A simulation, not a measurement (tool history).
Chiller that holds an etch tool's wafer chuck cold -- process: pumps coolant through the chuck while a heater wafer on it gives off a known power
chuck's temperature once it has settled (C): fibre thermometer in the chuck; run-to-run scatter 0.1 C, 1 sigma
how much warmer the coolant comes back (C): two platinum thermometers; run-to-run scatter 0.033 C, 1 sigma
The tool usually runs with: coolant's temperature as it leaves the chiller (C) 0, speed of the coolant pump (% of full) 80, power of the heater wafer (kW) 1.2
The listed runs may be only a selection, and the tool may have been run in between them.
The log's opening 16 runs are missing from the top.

| run | hour | coolant's temperature as it leaves the chiller (C) | speed of the coolant pump (% of full) | power of the heater wafer (kW) | hours since the coolant was changed and the channels were flushed | hours since the pump was overhauled | hours since the chiller's thermometer was calibrated | chuck's temperature once it has settled (C) | how much warmer the coolant comes back (C) |
|---|---|---|---|---|---|---|---|---|---|
| 17 | 988.1 | 0 | 81 | 0.929 | 3842 | 1556 | 4242 | 7.7 | 3.53 |
| 18 | 1046.3 | 4 | 80 | 1.2 | 3900 | 1614 | 4300 | 14 | 4.6 |
| 19 | 1124.5 | 0 | 80 | 1.335 | 3978 | 1692 | 4379 | 11.1 | 5.09 |
| 20 | 1214.6 | 9 | 64 | 1.335 | 4068 | 1783 | 4469 | 21.8 | 6.49 |
| 21 | 1255.3 | 7 | 87 | 1.645 | 4109 | 1823 | 4509 | 19.9 | 5.8 |
| 22 | 1336.6 | 7 | 87 | 1.645 | 4190 | 1905 | 4591 | 19.7 | 5.74 |
| 23 | 1386.3 | 7 | 87 | 1.645 | 4240 | 1954 | 4640 | 19.7 | 5.82 |
| 24 | 1441.9 | 0 | 80 | 1.342 | 4295 | 2010 | 4696 | 11.3 | 5.23 |
| 25 | 1522.7 | 10 | 80 | 0.741 | 4376 | 2091 | 4777 | 16.7 | 2.87 |
| 26 | 1610.4 | 3 | 80 | 0.649 | 4464 | 2178 | 4864 | 9.1 | 2.5 |
|  | 1651.5 | chiller's thermometer calibrated |
| 27 | 1653.5 | 3 | 80 | 0.649 | 4506 | 2220 | 2 | 8.1 | 2.52 |
| 28 | 1743.9 | 0 | 94 | 1.26 | 4597 | 2311 | 92 | 8.7 | 4.08 |
| 29 | 1786.9 | 5 | 82 | 1.26 | 4639 | 2354 | 135 | 14.9 | 4.77 |
| 30 | 1879.5 | -1 | 82 | 1.26 | 4732 | 2446 | 228 | 8.9 | 4.77 |
| 31 | 1930.6 | -1 | 82 | 1.26 | 4783 | 2497 | 279 | 8.7 | 4.82 |

Each row is a separate what-if for the run after 31, all from the same tool condition, not one after another. Results?
| A | 1991.1 | 0 | 80 | 1.2 | 4844 | 2558 | 340 | ? | ? |
| B | 1991.1 | 0 | 68 | 1.2 | 4844 | 2558 | 340 | ? | ? |
| C | 1991.1 | 9 | 99 | 1.26 | 4844 | 2558 | 340 | ? | ? |

| run | chuck's temperature once it has settled (C) | how much warmer the coolant comes back (C) |
|---|---|---|
| A | 9.4 | 4.66 |
| B | 10.8 | 5.62 |
| C | 17.6 | 3.87 |
With no hidden state in the tool, these same runs would have given:
| run | chuck's temperature once it has settled (C) | how much warmer the coolant comes back (C) |
|---|---|---|
| A | 8.1 | 4.47 |
| B | 9.5 | 5.39 |
| C | 16.5 | 3.72 |
